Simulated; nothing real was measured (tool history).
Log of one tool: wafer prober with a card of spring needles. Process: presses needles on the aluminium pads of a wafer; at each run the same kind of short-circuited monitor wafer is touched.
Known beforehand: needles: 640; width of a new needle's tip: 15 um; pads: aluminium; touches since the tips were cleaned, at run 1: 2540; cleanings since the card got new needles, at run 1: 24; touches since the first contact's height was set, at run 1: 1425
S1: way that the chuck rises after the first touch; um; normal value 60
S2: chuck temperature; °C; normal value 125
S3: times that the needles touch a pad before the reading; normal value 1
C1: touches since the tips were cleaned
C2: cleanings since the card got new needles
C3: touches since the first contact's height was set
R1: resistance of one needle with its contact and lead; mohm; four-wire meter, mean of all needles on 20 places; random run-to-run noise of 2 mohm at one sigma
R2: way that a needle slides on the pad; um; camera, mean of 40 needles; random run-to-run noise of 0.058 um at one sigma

run,hour,S1,S2,S3,C1,C2,C3,R1,R2
1,0,60,125,1,2540,24,1425,248,16.82
# hour 4: tips cleaned on abrasive film
2,5,60,125,1,480,25,3975,280,16.75
# hour 13.1: tips cleaned on abrasive film
3,13.1,60,125,1,0,26,8183,216,16.75
4,20,60,125,1,3643,26,11826,259,16.7
# hour 21.8: tips cleaned on abrasive film
5,25.3,68,125,1,1845,27,14577,237,18.94
# hour 31: tips cleaned on abrasive film
6,34.1,68,125,1,1622,28,19122,233,18.78
# hour 37.9: tips cleaned on abrasive film, once more
7,41.2,60,125,2,1750,29,22803,230,16.61
# hour 46.7: tips cleaned on abrasive film
8,49.1,60,125,2,1268,30,26896,225,16.61
9,52.8,48,125,1,3211,30,28839,281,13.29
# hour 55.3: tips cleaned on abrasive film
10,58.2,60,125,3,1498,31,31592,225,16.5
11,63.3,60,125,3,4213,31,34307,231,16.54
# hour 64.1: tips cleaned on abrasive film
12,71.2,60,125,3,3736,32,38381,232,16.64
# hour 73.2: tips cleaned on abrasive film
13,80,60,125,2,3593,33,42975,239,16.59
# hour 81.9: tips cleaned on abrasive film
14,84.7,60,125,2,1510,34,45385,232,16.46
15,89.4,60,125,2,3973,34,47848,241,16.52
# hour 90.6: tips cleaned on abrasive film
16,94.5,60,125,2,2060,35,50451,235,16.53
17,98.3,60,75,1,4048,35,52439,258,16.4
# hour 99.5: tips cleaned on abrasive film
18,106.8,57,75,2,3834,36,56852,236,15.61
# hour 108.2: tips cleaned on abrasive film
19,115.9,65,45,2,4018,37,61584,228,17.89
# hour 117.4: tips cleaned on abrasive film
# hour 121: height of the first contact set anew
20,125.1,65,45,2,3879,38,2115,222,18.29
# hour 126.6: tips cleaned on abrasive film
21,133,60,29,1,3365,39,6214,243,16.73

What does the tool deliver on the next run?
# hour 136: tips cleaned on abrasive film
22,139.6,47,52,1,1877,40,9626,?,?

Logged for run 22: R1 253 mohm, R2 13.14 um.
With no hidden state in the tool, this same run would have given R1 193 mohm, R2 13.2 um.

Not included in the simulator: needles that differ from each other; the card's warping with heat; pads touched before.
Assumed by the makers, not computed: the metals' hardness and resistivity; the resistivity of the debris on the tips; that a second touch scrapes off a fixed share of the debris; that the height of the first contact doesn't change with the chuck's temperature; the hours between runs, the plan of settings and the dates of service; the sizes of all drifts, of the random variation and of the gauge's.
